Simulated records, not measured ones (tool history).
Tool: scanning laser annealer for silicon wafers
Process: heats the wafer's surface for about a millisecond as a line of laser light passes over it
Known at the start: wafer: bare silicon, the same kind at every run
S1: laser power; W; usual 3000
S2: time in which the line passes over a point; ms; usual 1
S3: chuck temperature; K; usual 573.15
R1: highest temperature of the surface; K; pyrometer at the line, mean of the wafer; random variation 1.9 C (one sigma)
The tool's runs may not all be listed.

run 1 hour=0 | S1=3000 S2=1 S3=573.15 | R1=1394.15
run 2 hour=33.1 | S1=3000 S2=1 S3=573.15 | R1=1394.15
run 3 hour=57.5 | S1=3000 S2=1 S3=573.15 | R1=1391.15
run 4 hour=107 | S1=3000 S2=1 S3=573.15 | R1=1389.15
run 5 hour=132 | S1=3000 S2=1.03 S3=573.15 | R1=1402.15
run 6 hour=175.7 | S1=3000 S2=1.03 S3=573.15 | R1=1399.15
run 7 hour=213 | S1=3000 S2=0.77 S3=573.15 | R1=1268.15
-- hour=219.4 window over the wafer cleaned
run 8 hour=257.8 | S1=3205 S2=1.24 S3=597.15 | R1=1589.15
run 9 hour=280.7 | S1=3205 S2=1.24 S3=597.15 | R1=1584.15
run 10 hour=333.5 | S1=2853 S2=1.24 S3=570.15 | R1=1423.15
run 11 hour=357.6 | S1=2853 S2=1.18 S3=570.15 | R1=1396.15
run 12 hour=396.5 | S1=2853 S2=1.18 S3=570.15 | R1=1393.15

Run 13 comes next. What will it give?
-- hour=420.3 window over the wafer cleaned, once more
run 13 hour=438.1 | S1=2853 S2=1.18 S3=570.15 | R1=?

Run 13 gave R1 1418.15 K.
Without the tool's hidden state the same run would have given R1 1420.15 K.
